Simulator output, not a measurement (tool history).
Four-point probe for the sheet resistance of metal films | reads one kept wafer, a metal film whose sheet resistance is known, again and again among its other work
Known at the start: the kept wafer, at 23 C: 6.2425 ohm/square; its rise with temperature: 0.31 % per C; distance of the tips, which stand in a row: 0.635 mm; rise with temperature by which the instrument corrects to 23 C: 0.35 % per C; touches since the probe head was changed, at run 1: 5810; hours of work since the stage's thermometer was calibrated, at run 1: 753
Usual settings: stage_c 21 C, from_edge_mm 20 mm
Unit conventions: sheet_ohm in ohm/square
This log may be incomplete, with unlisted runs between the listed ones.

run     day  stage_c  from_edge_mm  touches since the probe head was changed  hours of work since the stage's thermometer was calibrated  sheet_ohm
  1       0       21            20                                      5810                                                         753   6.251402
  2   0.729       24            20                                      6369                                                         765    6.24481
  3   1.254       21             7                                      6768                                                         773   6.274804
  4   1.879       21            10                                      7246                                                         783   6.259342
  5   2.467       21            67                                      7696                                                         792    6.24707
  6   2.821       21            20                                      7965                                                         798   6.249615
  7   3.308       29            20                                      8339                                                         806   6.230737
  8   4.129       21            20                                      8968                                                         819   6.250495
  9   4.621       21            20                                      9344                                                         827   6.249278
 10   5.154       30            20                                      9749                                                         835   6.231591
 11   5.808       30            20                                     10251                                                         846   6.230454
 12   6.462       33            20                                     10749                                                         856   6.225395
 13   7.188       33            20                                     11305                                                         868   6.227856
 14   7.712       33            20                                     11704                                                         876   6.223101
 15   8.062       33            20                                     11973                                                         882   6.226238
 16   8.621       30            20                                     12399                                                         891   6.230795
 17   9.321       30            20                                     12936                                                         902   6.232608
 18  10.058       22            11                                     13498                                                         914   6.254124
 19  10.838       32            16                                     14094                                                         926   6.230186
 20  11.571       21             4                                     14655                                                         938    6.32859
 21  12.208       22             4                                     15142                                                         948   6.327894
 22  13.062       25            18                                     15795                                                         962   6.242325
 23  13.808       25            18                                     16365                                                         974   6.244875

Run 24 has not been measured yet. What should we expect?
 24  14.183       33            19                                     16652                                                         980          ?

Logged for run 24: sheet_ohm 6.225039 ohm/square.
With no hidden state in the tool, this same run would have given sheet_ohm 6.224673 ohm/square.
